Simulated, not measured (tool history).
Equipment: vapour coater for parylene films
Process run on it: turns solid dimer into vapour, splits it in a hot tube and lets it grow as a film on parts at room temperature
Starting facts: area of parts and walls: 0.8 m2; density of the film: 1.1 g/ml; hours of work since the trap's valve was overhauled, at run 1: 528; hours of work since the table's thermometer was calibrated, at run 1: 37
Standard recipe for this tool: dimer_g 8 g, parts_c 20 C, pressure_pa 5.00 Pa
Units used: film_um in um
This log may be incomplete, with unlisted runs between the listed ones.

run,day,dimer_g,parts_c,pressure_pa,hours of work since the trap's valve was overhauled,hours of work since the table's thermometer was calibrated,film_um
1,0.000,8,20,5.00,528,37,3.82
2,1.471,8,20,5.00,542,52,3.81
# day 2.592: trap's valve overhauled
3,3.392,8,20,11.13,8,69,3.18
4,5.338,8,20,11.13,27,88,3.18
5,7.367,8,20,10.41,46,107,3.20
6,9.775,8,20,10.41,70,131,3.22
# day 11.354: trap's valve overhauled, once more
7,11.354,5,20,5.00,0,144,2.57
8,12.721,5,20,5.00,13,158,2.56
9,13.958,5,20,5.00,25,170,2.58
10,16.192,5,20,5.00,47,191,2.60
11,17.683,8,22,5.00,61,206,4.00
12,18.850,8,20,2.73,73,217,4.50
13,20.375,6,20,5.00,88,232,3.06
14,22.100,8,20,4.30,104,249,4.19
15,24.371,8,20,5.00,126,271,4.08
16,25.433,8,16,5.00,137,281,4.38
17,26.967,8,16,5.00,152,296,4.44
18,28.529,8,17,3.82,167,311,4.46
19,30.346,5,20,5.00,184,329,2.52
20,31.446,10,28,10.37,195,339,3.79
21,32.504,4,14,6.52,205,350,2.19
22,34.771,4,14,6.52,227,372,2.17
23,35.971,4,14,6.52,239,383,2.18
24,38.100,4,14,6.52,260,404,2.16
25,40.133,5,23,2.44,279,424,2.62
26,42.633,5,23,2.44,304,448,2.61
27,44.179,5,23,2.44,319,463,2.58
28,45.846,5,23,2.44,335,479,2.55
29,46.883,11,25,2.69,345,489,5.38
30,49.154,11,25,2.69,367,511,5.40
31,51.288,9,19,2.25,388,532,5.07
32,52.900,8,13,4.10,403,548,4.62
33,55.271,8,13,4.10,426,571,4.64
34,57.483,8,13,4.10,448,592,4.59

Forecast each of these 5 alternatives for the next run:
A,59.304,8,14,7.79,466,610,?
B,59.304,8,20,3.89,466,610,?
C,59.304,8,20,2.72,466,610,?
D,59.304,8,13,11.08,466,610,?
E,59.304,11,18,4.10,466,610,?

run,film_um
A,4.05
B,3.97
C,4.20
D,3.96
E,5.69
With no hidden state in the tool, these same runs would have given:
run,film_um
A,4.36
B,4.27
C,4.52
D,4.26
E,6.13
